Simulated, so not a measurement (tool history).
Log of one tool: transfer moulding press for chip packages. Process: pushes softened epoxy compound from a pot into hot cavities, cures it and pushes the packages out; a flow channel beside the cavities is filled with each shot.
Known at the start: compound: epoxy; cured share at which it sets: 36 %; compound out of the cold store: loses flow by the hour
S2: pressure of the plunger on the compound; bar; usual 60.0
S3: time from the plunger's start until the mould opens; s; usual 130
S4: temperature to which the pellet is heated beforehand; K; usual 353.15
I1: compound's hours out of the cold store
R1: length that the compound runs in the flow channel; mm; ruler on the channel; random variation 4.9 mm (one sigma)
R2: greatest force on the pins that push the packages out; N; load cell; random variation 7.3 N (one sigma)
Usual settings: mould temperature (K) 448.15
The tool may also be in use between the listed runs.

Run 1, day 0.000: usual settings; I1 27.6. Result: R1 680 mm, R2 560 N.
Run 2, day 1.421: usual settings but mould temperature (K) 445.15; I1 44.9. Result: R1 638 mm, R2 674 N.
At day 2.425: cavities cleaned with cleaning compound and waxed.
Run 3, day 2.550: usual settings but mould temperature (K) 445.15; I1 33.9. Result: R1 661 mm, R2 383 N.
Run 4, day 3.533: usual settings but mould temperature (K) 442.15; I1 47.9. Result: R1 626 mm, R2 588 N.
Run 5, day 4.533: usual settings but mould temperature (K) 442.15; I1 41.7. Result: R1 645 mm, R2 679 N.
At day 5.433: plunger's sealing rings changed.
Run 6, day 5.662: usual settings but mould temperature (K) 442.15; I1 44.7. Result: R1 673 mm, R2 732 N.
Run 7, day 6.812: usual settings but mould temperature (K) 442.15; I1 38.5. Result: R1 688 mm, R2 808 N.
At day 8.292: cavities cleaned with cleaning compound and waxed.
Run 8, day 8.454: usual settings but S3 110 s; I1 21.7. Result: R1 709 mm, R2 443 N.
At day 9.304: mould's thermocouples calibrated.
Run 9, day 9.858: usual settings but S3 110 s; I1 47.5. Result: R1 630 mm, R2 538 N.
Run 10, day 11.500: usual settings; I1 47.6. Result: R1 628 mm, R2 512 N.
Run 11, day 12.925: usual settings; I1 23.8. Result: R1 698 mm, R2 587 N.
Run 12, day 13.850: usual settings; I1 10.2. Result: R1 739 mm, R2 641 N.
At day 14.238: cavities cleaned with cleaning compound and waxed.
Run 13, day 15.479: usual settings; I1 31.1. Result: R1 665 mm, R2 415 N.
Run 14, day 16.571: usual settings but mould temperature (K) 447.15; I1 42.8. Result: R1 641 mm, R2 507 N.
Run 15, day 17.379: usual settings but mould temperature (K) 447.15; I1 10.8. Result: R1 734 mm, R2 575 N.
Run 16, day 18.512: usual settings but mould temperature (K) 451.15, S2 46.0 bar, S3 144 s, S4 344.15 K; I1 25.8. Result: R1 592 mm, R2 511 N.
Run 17, day 19.688: usual settings but mould temperature (K) 445.15, S2 58.7 bar, S3 121 s, S4 352.15 K; I1 38.9. Result: R1 641 mm, R2 766 N.
At day 20.075: cavities cleaned with cleaning compound and waxed.
Run 18, day 21.125: usual settings but S2 66.2 bar, S4 362.15 K; I1 15.4. Result: R1 735 mm, R2 424 N.
Run 19, day 22.162: usual settings but S2 66.2 bar, S4 362.15 K; I1 10.5. Result: R1 745 mm, R2 496 N.
At day 22.908: plunger's sealing rings changed.
Run 20, day 23.588: usual settings but mould temperature (K) 450.15, S2 66.2 bar, S4 355.15 K; I1 20.2. Result: R1 757 mm, R2 523 N.
Run 21, day 24.967: usual settings but S2 56.0 bar, S3 113 s; I1 15.2. Result: R1 708 mm, R2 754 N.
At day 26.079: cavities cleaned with cleaning compound and waxed.
Run 22, day 26.400: usual settings but mould temperature (K) 446.15, S2 64.1 bar, S3 152 s; I1 42.4. Result: R1 676 mm, R2 321 N.
Run 23, day 27.933: usual settings but mould temperature (K) 446.15, S2 64.1 bar, S3 120 s, S4 348.15 K; I1 14.3. Result: R1 763 mm, R2 604 N.
Run 24, day 29.112: usual settings but mould temperature (K) 446.15, S2 64.1 bar, S3 120 s, S4 348.15 K; I1 31.5. Result: R1 703 mm, R2 683 N.
Run 25, day 30.204: usual settings but S3 148 s; I1 36.9. Result: R1 656 mm, R2 518 N.
Run 26, day 30.975: usual settings but S3 148 s; I1 22.0. Result: R1 699 mm, R2 503 N.
At day 31.875: cavities cleaned with cleaning compound and waxed.
Run 27, day 32.338: usual settings but S2 46.3 bar, S3 145 s; I1 21.2. Result: R1 622 mm, R2 333 N.

Forecast each of these 3 alternatives for the next run:
Run A, day 33.762: usual settings but S2 47.9 bar, S3 145 s; I1 19.1. Result: R1 ?, R2 ?.
Run B, day 33.762: usual settings but S2 60.4 bar; I1 38.9. Result: R1 ?, R2 ?.
Run C, day 33.762: usual settings but S2 46.3 bar, S3 163 s; I1 11.6. Result: R1 ?, R2 ?.

run   R1   R2
  A  629  437
  B  644  484
  C  634  422
Without the tool's hidden state the same runs would have given:
run   R1   R2
  A  650  286
  B  666  315
  C  656  277
